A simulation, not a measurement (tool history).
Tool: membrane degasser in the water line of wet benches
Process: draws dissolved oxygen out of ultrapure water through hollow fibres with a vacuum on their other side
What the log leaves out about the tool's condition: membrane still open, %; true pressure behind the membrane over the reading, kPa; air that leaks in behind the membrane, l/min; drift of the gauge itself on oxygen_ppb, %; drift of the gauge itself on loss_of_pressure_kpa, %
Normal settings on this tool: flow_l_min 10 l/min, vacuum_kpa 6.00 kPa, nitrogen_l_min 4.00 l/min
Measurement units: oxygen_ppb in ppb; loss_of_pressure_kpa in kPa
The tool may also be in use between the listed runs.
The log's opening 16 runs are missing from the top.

| run | hour | flow_l_min | vacuum_kpa | nitrogen_l_min | hours since the membrane was changed | hours since the vacuum gauge was calibrated | hours since the vacuum lines were made tight | oxygen_ppb | loss_of_pressure_kpa |
|---|---|---|---|---|---|---|---|---|---|
| 17 | 1109.9 | 6 | 14.42 | 2.29 | 4975 | 5950 | 1994 | 73.5 | 28.87 |
| 18 | 1188.8 | 9 | 6.69 | 4.43 | 5054 | 6029 | 2072 | 21.5 | 43.77 |
| 19 | 1267.4 | 10 | 6.00 | 4.98 | 5133 | 6107 | 2151 | 20.4 | 48.22 |
| 20 | 1329.3 | 6 | 4.87 | 9.22 | 5195 | 6169 | 2213 | 4.3 | 29.06 |
| 21 | 1422.8 | 7 | 5.48 | 4.84 | 5288 | 6263 | 2307 | 9.4 | 33.81 |
| 22 | 1467.8 | 7 | 5.48 | 4.84 | 5333 | 6308 | 2352 | 9.3 | 33.81 |
| 23 | 1550.5 | 10 | 3.95 | 6.24 | 5416 | 6391 | 2434 | 9.3 | 48.28 |
| 24 | 1650.7 | 7 | 10.01 | 1.93 | 5516 | 6491 | 2534 | 62.2 | 34.11 |
| 25 | 1707.8 | 10 | 10.57 | 2.63 | 5573 | 6548 | 2592 | 73.3 | 48.11 |
| 26 | 1782.1 | 8 | 6.00 | 4.02 | 5647 | 6622 | 2666 | 16.4 | 38.72 |
| 27 | 1850.8 | 11 | 6.00 | 4.00 | 5716 | 6691 | 2735 | 28.2 | 53.43 |
| 28 | 1915.2 | 11 | 6.00 | 4.00 | 5781 | 6755 | 2799 | 28.4 | 53.12 |
| 29 | 1984.4 | 15 | 12.88 | 1.62 | 5850 | 6824 | 2868 | 231.6 | 72.40 |
| 30 | 2077.4 | 7 | 13.45 | 9.92 | 5943 | 6917 | 2961 | 19.9 | 33.65 |
| 31 | 2124.5 | 7 | 13.45 | 9.92 | 5990 | 6965 | 3008 | 19.7 | 33.66 |
| 32 | 2178.5 | 7 | 13.45 | 9.92 | 6044 | 7019 | 3062 | 20.1 | 33.74 |

5 ways to go on from here, each from the tool as it stands after run 32. What would each give?
| A | 2258.6 | 10 | 4.52 | 4.00 | 6124 | 7099 | 3142 | ? | ? |
| B | 2258.6 | 7 | 13.45 | 3.16 | 6124 | 7099 | 3142 | ? | ? |
| C | 2258.6 | 12 | 4.86 | 6.59 | 6124 | 7099 | 3142 | ? | ? |
| D | 2258.6 | 11 | 4.06 | 3.88 | 6124 | 7099 | 3142 | ? | ? |
| E | 2258.6 | 11 | 13.45 | 9.92 | 6124 | 7099 | 3142 | ? | ? |

| run | oxygen_ppb | loss_of_pressure_kpa |
|---|---|---|
| A | 15.1 | 48.26 |
| B | 57.3 | 33.55 |
| C | 18.7 | 58.02 |
| D | 15.3 | 53.03 |
| E | 37.0 | 53.22 |
Without the tool's hidden state the same runs would have given:
| run | oxygen_ppb | loss_of_pressure_kpa |
|---|---|---|
| A | 15.0 | 48.20 |
| B | 57.2 | 33.51 |
| C | 18.6 | 57.95 |
| D | 15.1 | 52.97 |
| E | 36.9 | 53.16 |

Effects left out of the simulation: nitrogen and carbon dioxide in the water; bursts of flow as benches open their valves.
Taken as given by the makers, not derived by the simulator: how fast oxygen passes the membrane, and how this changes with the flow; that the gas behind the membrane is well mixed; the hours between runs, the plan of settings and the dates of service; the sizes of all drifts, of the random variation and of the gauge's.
